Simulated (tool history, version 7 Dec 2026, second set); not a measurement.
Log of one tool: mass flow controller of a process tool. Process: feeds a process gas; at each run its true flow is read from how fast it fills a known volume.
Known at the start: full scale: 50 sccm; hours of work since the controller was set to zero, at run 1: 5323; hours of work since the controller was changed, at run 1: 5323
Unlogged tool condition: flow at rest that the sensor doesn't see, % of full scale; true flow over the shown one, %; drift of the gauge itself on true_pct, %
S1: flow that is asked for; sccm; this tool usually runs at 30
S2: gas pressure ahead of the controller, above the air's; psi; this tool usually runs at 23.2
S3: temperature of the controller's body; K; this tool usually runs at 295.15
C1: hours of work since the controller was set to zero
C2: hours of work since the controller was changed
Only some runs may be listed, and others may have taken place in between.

{"run": 1, "hour": 0.0, "S1": 30, "S2": 23.2, "S3": 295.15, "C1": 5323, "C2": 5323, "true flow (%)": 101.96}
{"run": 2, "hour": 139.7, "S1": 30, "S2": 23.2, "S3": 295.15, "C1": 5410, "C2": 5410, "true flow (%)": 101.84}
{"run": 3, "hour": 339.5, "S1": 30, "S2": 23.2, "S3": 295.15, "C1": 5536, "C2": 5536, "true flow (%)": 102.01}
{"run": 4, "hour": 575.9, "S1": 30, "S2": 23.2, "S3": 295.15, "C1": 5684, "C2": 5684, "true flow (%)": 102.03}
{"run": 5, "hour": 716.3, "S1": 30, "S2": 23.2, "S3": 295.15, "C1": 5772, "C2": 5772, "true flow (%)": 102.2}
{"run": 6, "hour": 862.6, "S1": 30, "S2": 23.2, "S3": 295.15, "C1": 5864, "C2": 5864, "true flow (%)": 102.06}
{"run": 7, "hour": 963.0, "S1": 30, "S2": 23.2, "S3": 295.15, "C1": 5927, "C2": 5927, "true flow (%)": 102.26}
{"run": 8, "hour": 1193.8, "S1": 30, "S2": 23.2, "S3": 295.15, "C1": 6072, "C2": 6072, "true flow (%)": 102.29}
{"run": 9, "hour": 1327.0, "S1": 30, "S2": 39, "S3": 295.15, "C1": 6155, "C2": 6155, "true flow (%)": 101.62}
{"run": 10, "hour": 1520.5, "S1": 30, "S2": 27.6, "S3": 295.15, "C1": 6277, "C2": 6277, "true flow (%)": 102.31}
{"run": 11, "hour": 1646.4, "S1": 16, "S2": 23.2, "S3": 295.15, "C1": 6356, "C2": 6356, "true flow (%)": 103.28}
{"run": 12, "hour": 1865.6, "S1": 30, "S2": 23.2, "S3": 295.15, "C1": 6493, "C2": 6493, "true flow (%)": 102.39}
{"run": 13, "hour": 1986.1, "S1": 30, "S2": 23.2, "S3": 295.15, "C1": 6569, "C2": 6569, "true flow (%)": 102.66}
{"run": 14, "hour": 2221.8, "S1": 30, "S2": 23.2, "S3": 295.15, "C1": 6717, "C2": 6717, "true flow (%)": 102.48}
{"run": 15, "hour": 2393.5, "S1": 30, "S2": 23.2, "S3": 306.15, "C1": 6825, "C2": 6825, "true flow (%)": 102.11}
{"run": 16, "hour": 2615.6, "S1": 30, "S2": 23.2, "S3": 306.15, "C1": 6964, "C2": 6964, "true flow (%)": 102.33}
{"run": 17, "hour": 2768.0, "S1": 30, "S2": 23.2, "S3": 306.15, "C1": 7060, "C2": 7060, "true flow (%)": 102.36}
{"run": 18, "hour": 2963.1, "S1": 30, "S2": 23.2, "S3": 306.15, "C1": 7182, "C2": 7182, "true flow (%)": 102.27}
{"run": 19, "hour": 3091.7, "S1": 24, "S2": 23.2, "S3": 295.15, "C1": 7263, "C2": 7263, "true flow (%)": 103.09}
{"run": 20, "hour": 3208.5, "S1": 24, "S2": 23.2, "S3": 295.15, "C1": 7336, "C2": 7336, "true flow (%)": 103.09}
{"run": 21, "hour": 3401.3, "S1": 24, "S2": 23.2, "S3": 295.15, "C1": 7457, "C2": 7457, "true flow (%)": 103.07}
{"run": 22, "hour": 3602.3, "S1": 24, "S2": 23.2, "S3": 295.15, "C1": 7583, "C2": 7583, "true flow (%)": 103.3}
{"run": 23, "hour": 3764.5, "S1": 24, "S2": 23.2, "S3": 295.15, "C1": 7685, "C2": 7685, "true flow (%)": 103.23}
{"run": 24, "hour": 3871.3, "S1": 24, "S2": 22.9, "S3": 295.15, "C1": 7752, "C2": 7752, "true flow (%)": 103.26}
{"run": 25, "hour": 4079.7, "S1": 29, "S2": 31, "S3": 299.15, "C1": 7883, "C2": 7883, "true flow (%)": 102.7}
{"run": 26, "hour": 4286.8, "S1": 30, "S2": 36.1, "S3": 298.15, "C1": 8013, "C2": 8013, "true flow (%)": 102.53}
{"run": 27, "hour": 4394.0, "S1": 6, "S2": 20.7, "S3": 294.15, "C1": 8080, "C2": 8080, "true flow (%)": 111.17}
{"run": 28, "hour": 4571.3, "S1": 12, "S2": 34.7, "S3": 295.15, "C1": 8191, "C2": 8191, "true flow (%)": 105.23}
{"run": 29, "hour": 4721.3, "S1": 12, "S2": 34.7, "S3": 295.15, "C1": 8285, "C2": 8285, "true flow (%)": 105.37}
{"hour": 4802.9, "done": "controller's zero set anew"}
{"run": 30, "hour": 4957.8, "S1": 22, "S2": 36.8, "S3": 295.15, "C1": 97, "C2": 8433, "true flow (%)": 100.11}
{"run": 31, "hour": 5104.6, "S1": 14, "S2": 33.6, "S3": 297.15, "C1": 189, "C2": 8526, "true flow (%)": 99.65}
{"run": 32, "hour": 5247.2, "S1": 7, "S2": 38.4, "S3": 298.15, "C1": 279, "C2": 8615, "true flow (%)": 99.49}
{"run": 33, "hour": 5406.8, "S1": 8, "S2": 23.2, "S3": 312.15, "C1": 379, "C2": 8715, "true flow (%)": 99.53}
{"run": 34, "hour": 5597.9, "S1": 8, "S2": 23.2, "S3": 312.15, "C1": 499, "C2": 8835, "true flow (%)": 99.75}
{"run": 35, "hour": 5754.7, "S1": 8, "S2": 23.2, "S3": 312.15, "C1": 597, "C2": 8934, "true flow (%)": 99.82}
{"run": 36, "hour": 5971.8, "S1": 49, "S2": 28.3, "S3": 304.15, "C1": 734, "C2": 9070, "true flow (%)": 101.94}
{"run": 37, "hour": 6148.0, "S1": 10, "S2": 26.3, "S3": 298.15, "C1": 844, "C2": 9180, "true flow (%)": 100.68}
{"run": 38, "hour": 6321.8, "S1": 10, "S2": 20.6, "S3": 298.15, "C1": 953, "C2": 9289, "true flow (%)": 101.15}
{"run": 39, "hour": 6504.2, "S1": 27, "S2": 35.4, "S3": 312.15, "C1": 1068, "C2": 9404, "true flow (%)": 100.24}
{"run": 40, "hour": 6649.8, "S1": 27, "S2": 35.4, "S3": 312.15, "C1": 1159, "C2": 9495, "true flow (%)": 100.19}
{"run": 41, "hour": 6794.4, "S1": 24, "S2": 33.1, "S3": 295.15, "C1": 1250, "C2": 9586, "true flow (%)": 101.03}
{"run": 42, "hour": 6934.7, "S1": 28, "S2": 28.4, "S3": 303.15, "C1": 1338, "C2": 9674, "true flow (%)": 101.11}
{"run": 43, "hour": 7172.6, "S1": 28, "S2": 28.4, "S3": 309.15, "C1": 1487, "C2": 9823, "true flow (%)": 100.99}
{"run": 44, "hour": 7350.4, "S1": 6, "S2": 39.7, "S3": 295.15, "C1": 1599, "C2": 9935, "true flow (%)": 101.77}
{"run": 45, "hour": 7565.1, "S1": 30, "S2": 27.8, "S3": 293.15, "C1": 1733, "C2": 10070, "true flow (%)": 101.83}
{"run": 46, "hour": 7758.3, "S1": 30, "S2": 34.2, "S3": 297.15, "C1": 1855, "C2": 10191, "true flow (%)": 101.49}
{"run": 47, "hour": 7868.8, "S1": 30, "S2": 21, "S3": 302.15, "C1": 1924, "C2": 10260, "true flow (%)": 101.79}

Below are 3 alternative next runs, each starting from the tool's condition after run 47. Predict each:
{"run": "A", "hour": 8011.0, "S1": 26, "S2": 23.2, "S3": 306.15, "C1": 2013, "C2": 10349, "true flow (%)": "?"}
{"run": "B", "hour": 8011.0, "S1": 36, "S2": 21, "S3": 302.15, "C1": 2013, "C2": 10349, "true flow (%)": "?"}
{"run": "C", "hour": 8011.0, "S1": 27, "S2": 25.4, "S3": 295.15, "C1": 2013, "C2": 10349, "true flow (%)": "?"}

run=A true_flow_(%)=101.44
run=B true_flow_(%)=102.22
run=C true_flow_(%)=102.04
Without the tool's hidden state the same runs would have given:
run=A true_flow_(%)=98.42
run=B true_flow_(%)=99.39
run=C true_flow_(%)=99.04
